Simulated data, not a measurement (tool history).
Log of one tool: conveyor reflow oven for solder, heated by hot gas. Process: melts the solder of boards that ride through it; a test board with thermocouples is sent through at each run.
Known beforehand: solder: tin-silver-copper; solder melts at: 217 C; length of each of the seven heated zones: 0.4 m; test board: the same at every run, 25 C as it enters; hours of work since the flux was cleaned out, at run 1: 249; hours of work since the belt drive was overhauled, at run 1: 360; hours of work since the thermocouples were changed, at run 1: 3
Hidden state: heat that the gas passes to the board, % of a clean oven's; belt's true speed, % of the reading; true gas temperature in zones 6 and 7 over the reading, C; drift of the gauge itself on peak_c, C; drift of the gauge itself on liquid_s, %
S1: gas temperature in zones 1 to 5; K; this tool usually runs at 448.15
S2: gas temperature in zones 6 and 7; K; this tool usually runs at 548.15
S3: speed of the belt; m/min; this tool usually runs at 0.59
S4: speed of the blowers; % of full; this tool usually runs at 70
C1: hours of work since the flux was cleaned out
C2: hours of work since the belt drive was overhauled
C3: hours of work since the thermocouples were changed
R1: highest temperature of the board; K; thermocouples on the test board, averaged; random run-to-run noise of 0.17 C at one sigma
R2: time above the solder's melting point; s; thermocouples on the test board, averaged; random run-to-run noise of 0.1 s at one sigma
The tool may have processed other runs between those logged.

run	hour	S1	S2	S3	S4	C1	C2	C3	R1	R2
1	0	448.15	548.15	0.59	70	249	360	3	535.55	69.4
2	21.5	448.15	548.15	0.59	70	259	371	14	535.85	69.2
3	51.3	442.15	548.15	0.59	70	274	385	29	535.15	66.8
4	88	448.15	548.15	0.59	70	292	403	47	535.55	69.6
5	131.7	448.15	548.15	0.59	70	313	425	68	535.45	69.2
6	172.6	448.15	548.15	0.59	70	333	445	88	535.55	69.2
# hour 202.7: flux residue cleaned out of gas plates and filters
7	220	448.15	548.15	0.59	70	8	465	109	536.15	69.9
8	246.1	448.15	548.15	0.59	70	21	478	122	536.15	69.8
9	299	448.15	548.15	0.59	70	47	504	148	536.15	69.8
10	333.3	448.15	548.15	0.59	69	64	521	164	536.15	69.6
11	363.9	436.15	548.15	0.59	70	79	536	179	534.75	64.7
12	408.2	436.15	548.15	0.59	70	101	558	201	534.45	64.9
13	453.6	436.15	548.15	0.59	70	123	580	223	534.25	64.7
14	495.8	448.15	548.15	0.59	70	144	601	244	535.95	69.6
15	535	448.15	548.15	0.59	70	163	620	263	535.55	69.5
16	576.8	448.15	548.15	0.59	70	183	640	284	535.55	69.7
17	618.7	456.15	548.15	0.59	75	204	661	304	537.45	73.6
18	649.3	462.15	549.15	0.528	75	219	676	319	541.05	87.2
19	673.8	462.15	549.15	0.528	75	231	688	331	541.15	87
20	696.1	448.15	539.15	0.497	66	242	699	342	530.65	80.7
21	723.3	449.15	548.15	0.59	70	255	712	356	535.45	69.8
22	762.1	449.15	548.15	0.59	70	274	731	375	535.45	69.8
23	802.8	448.15	553.15	0.68	75	294	751	395	536.25	60.2
24	841.4	437.15	553.15	0.68	75	313	770	413	534.15	55.7
25	874.4	441.15	548.15	0.627	70	329	786	430	531.65	60.9
26	896.1	441.15	548.15	0.551	70	340	797	440	535.85	72.9
# hour 909.2: flux residue cleaned out of gas plates and filters
27	938.6	441.15	548.15	0.551	70	14	815	459	536.55	73.5
28	969.4	456.15	557.15	0.478	81	30	830	474	551.15	98.3

Each row is a separate what-if for the run after 28, all from the same tool condition, not one after another. Results?
A	1021.5	448.15	548.15	0.59	79	55	856	499	?	?
B	1021.5	448.15	549.15	0.697	70	55	856	499	?	?
C	1021.5	456.15	557.15	0.564	81	55	856	499	?	?
D	1021.5	456.15	557.15	0.478	80	55	856	499	?	?
E	1021.5	456.15	557.15	0.64	67	55	856	499	?	?

run	R1	R2
A	536.85	70.8
B	531.65	56.2
C	547.55	82
D	550.75	98.3
E	542.25	70
Stripped of hidden state, with their random variation kept, the same runs would have yielded:
run	R1	R2
A	537.65	70.2
B	532.25	55.8
C	548.35	81.1
D	551.55	97.3
E	542.95	69.4
